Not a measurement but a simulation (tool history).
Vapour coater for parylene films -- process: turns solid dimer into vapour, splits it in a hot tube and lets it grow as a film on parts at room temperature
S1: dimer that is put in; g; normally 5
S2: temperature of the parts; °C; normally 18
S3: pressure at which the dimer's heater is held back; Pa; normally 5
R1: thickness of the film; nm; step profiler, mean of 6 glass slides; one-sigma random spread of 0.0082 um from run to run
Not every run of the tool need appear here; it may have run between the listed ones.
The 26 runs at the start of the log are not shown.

{"run": 27, "hour": 886.4, "S1": 7, "S2": 11, "S3": 7.25, "R1": 1357}
{"run": 28, "hour": 930.6, "S1": 3, "S2": 25, "S3": 2.56, "R1": 513}
{"hour": 950.9, "done": "trap's valve overhauled"}
{"run": 29, "hour": 961.5, "S1": 4, "S2": 14, "S3": 2.19, "R1": 860}
{"run": 30, "hour": 1006.4, "S1": 2, "S2": 14, "S3": 2.19, "R1": 429}
{"run": 31, "hour": 1032.5, "S1": 5, "S2": 16, "S3": 11.96, "R1": 840}
{"run": 32, "hour": 1063.1, "S1": 6, "S2": 13, "S3": 9.93, "R1": 1073}
{"run": 33, "hour": 1085.9, "S1": 4, "S2": 16, "S3": 9.39, "R1": 691}
{"run": 34, "hour": 1123.4, "S1": 3, "S2": 23, "S3": 6.68, "R1": 485}
{"run": 35, "hour": 1167.2, "S1": 3, "S2": 23, "S3": 6.68, "R1": 484}
{"run": 36, "hour": 1202.5, "S1": 7, "S2": 11, "S3": 2.83, "R1": 1530}
{"run": 37, "hour": 1226.6, "S1": 7, "S2": 11, "S3": 2.83, "R1": 1520}
{"run": 38, "hour": 1261.5, "S1": 7, "S2": 11, "S3": 2.83, "R1": 1527}

Branching from run 38: 5 alternative next runs. What would each branch give?
{"run": "A", "hour": 1307.1, "S1": 8, "S2": 18, "S3": 9.37, "R1": "?"}
{"run": "B", "hour": 1307.1, "S1": 5, "S2": 29, "S3": 4.79, "R1": "?"}
{"run": "C", "hour": 1307.1, "S1": 5, "S2": 11, "S3": 7.85, "R1": "?"}
{"run": "D", "hour": 1307.1, "S1": 5, "S2": 13, "S3": 2.26, "R1": "?"}
{"run": "E", "hour": 1307.1, "S1": 7, "S2": 22, "S3": 3.04, "R1": "?"}

run=A R1=1334
run=B R1=759
run=C R1=966
run=D R1=1084
run=E R1=1262
Take away the tool's hidden state, keep each run's random variation, and the runs would have read:
run=A R1=1336
run=B R1=760
run=C R1=968
run=D R1=1086
run=E R1=1264

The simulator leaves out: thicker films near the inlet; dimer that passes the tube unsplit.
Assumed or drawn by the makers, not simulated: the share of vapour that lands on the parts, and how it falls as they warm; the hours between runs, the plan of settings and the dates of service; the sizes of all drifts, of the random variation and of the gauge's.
